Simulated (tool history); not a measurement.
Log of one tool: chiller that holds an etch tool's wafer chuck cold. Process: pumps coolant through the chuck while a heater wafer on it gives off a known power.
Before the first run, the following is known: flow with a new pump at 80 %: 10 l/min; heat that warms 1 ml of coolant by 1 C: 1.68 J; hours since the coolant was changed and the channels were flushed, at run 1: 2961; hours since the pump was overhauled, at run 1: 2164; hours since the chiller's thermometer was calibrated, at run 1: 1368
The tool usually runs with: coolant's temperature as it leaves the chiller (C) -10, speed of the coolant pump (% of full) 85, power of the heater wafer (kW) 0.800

run,hour,coolant's temperature as it leaves the chiller (C),speed of the coolant pump (% of full),power of the heater wafer (kW),hours since the coolant was changed and the channels were flushed,hours since the pump was overhauled,hours since the chiller's thermometer was calibrated,chuck's temperature once it has settled (C),how much warmer the coolant comes back (C)
1,0.0,-10,85,0.800,2961,2164,1368,-3.6,2.85
2,44.3,-10,85,0.800,3005,2209,1412,-3.9,2.82
3,80.2,-10,65,0.800,3041,2245,1448,-2.5,3.72
4,104.2,-10,65,0.800,3065,2269,1472,-2.4,3.73
5,149.4,-10,85,0.800,3110,2314,1517,-3.6,2.88
6,169.7,-10,85,0.800,3130,2334,1538,-3.6,2.82
7,205.0,-10,85,0.800,3166,2370,1573,-3.8,2.80
8,237.6,-10,85,0.800,3198,2402,1605,-3.5,2.80
9,278.5,-10,85,0.800,3239,2443,1646,-3.5,2.82
10,319.6,-10,85,0.800,3280,2484,1687,-3.7,2.87
11,340.7,-10,85,0.800,3301,2505,1709,-3.5,2.85
12,381.7,-10,83,0.800,3342,2546,1750,-3.4,2.93
13,417.8,-10,85,0.800,3379,2582,1786,-3.7,2.86
14,444.2,-10,85,0.800,3405,2609,1812,-3.4,2.84
15,473.5,-10,85,0.800,3434,2638,1841,-3.5,2.88
16,503.1,-10,85,0.800,3464,2668,1871,-3.6,2.90
17,530.2,-9,77,0.450,3491,2695,1898,-5.2,1.80
18,549.4,-9,77,0.450,3510,2714,1917,-5.2,1.78
19,578.9,-8,77,0.475,3540,2743,1947,-3.9,1.89
# hour 583.2: chiller's thermometer calibrated
20,624.0,-6,88,0.930,3584,2787,41,1.4,3.21
21,646.3,-6,88,0.930,3606,2810,63,1.4,3.18
22,667.8,-18,85,0.638,3627,2831,85,-12.8,2.32
23,709.4,-4,85,0.881,3669,2873,126,3.2,3.18
24,728.5,-4,85,0.881,3688,2892,145,3.4,3.15
# hour 753.4: chiller's thermometer calibrated, once more
25,760.4,-3,85,0.636,3719,2923,7,2.6,2.26
26,788.4,-18,61,0.420,3747,2951,35,-13.5,2.16
27,827.3,-8,83,0.800,3786,2990,74,-1.0,2.97
28,847.7,-8,83,0.800,3806,3010,94,-1.1,2.96
29,884.8,-8,83,0.800,3843,3047,131,-1.0,2.88
30,916.4,-7,85,0.500,3875,3079,163,-2.7,1.80
31,962.7,-10,85,0.426,3921,3125,209,-6.4,1.56
32,1001.4,-11,85,0.426,3960,3164,248,-7.3,1.52

Some steps in chuck's temperature once it has settled (C) between neighbouring runs. How much of each would the tool show without its hidden state too (settings, what came in, random variation), and how much is left for the hidden state, with any gauge scatter that isn't in both results?
Hidden state at play: heat passed by the chuck's channels, % of clean ones'; flow at a given pump speed, % of a new pump's; coolant's true temperature over the reading, C; drift of the gauge itself on chuck_c, C; drift of the gauge itself on warmer_back_c, C.
Run 16 -> 17: coolant's temperature as it leaves the chiller (C) -10 -> -9, speed of the coolant pump (% of full) 85 -> 77, power of the heater wafer (kW) 0.800 -> 0.450. chuck's temperature once it has settled (C) -1.6: hidden state -0.6, all else -1.0.
Run 19 -> 20: coolant's temperature as it leaves the chiller (C) -8 -> -6, speed of the coolant pump (% of full) 77 -> 88, power of the heater wafer (kW) 0.475 -> 0.930, chiller's thermometer calibrated. chuck's temperature once it has settled (C) +5.3: hidden state +0.6, all else +4.7.
Run 21 -> 22: coolant's temperature as it leaves the chiller (C) -6 -> -18, speed of the coolant pump (% of full) 88 -> 85, power of the heater wafer (kW) 0.930 -> 0.638. chuck's temperature once it has settled (C) -14.2: hidden state -0.5, all else -13.7.
Run 22 -> 23: coolant's temperature as it leaves the chiller (C) -18 -> -4, power of the heater wafer (kW) 0.638 -> 0.881. chuck's temperature once it has settled (C) +16.0: hidden state +0.5, all else +15.5.
Run 25 -> 26: coolant's temperature as it leaves the chiller (C) -3 -> -18, speed of the coolant pump (% of full) 85 -> 61, power of the heater wafer (kW) 0.636 -> 0.420. chuck's temperature once it has settled (C) -16.1: hidden state -0.2, all else -15.9.
Run 26 -> 27: coolant's temperature as it leaves the chiller (C) -18 -> -8, speed of the coolant pump (% of full) 61 -> 83, power of the heater wafer (kW) 0.420 -> 0.800. chuck's temperature once it has settled (C) +12.5: hidden state +0.6, all else +11.9.
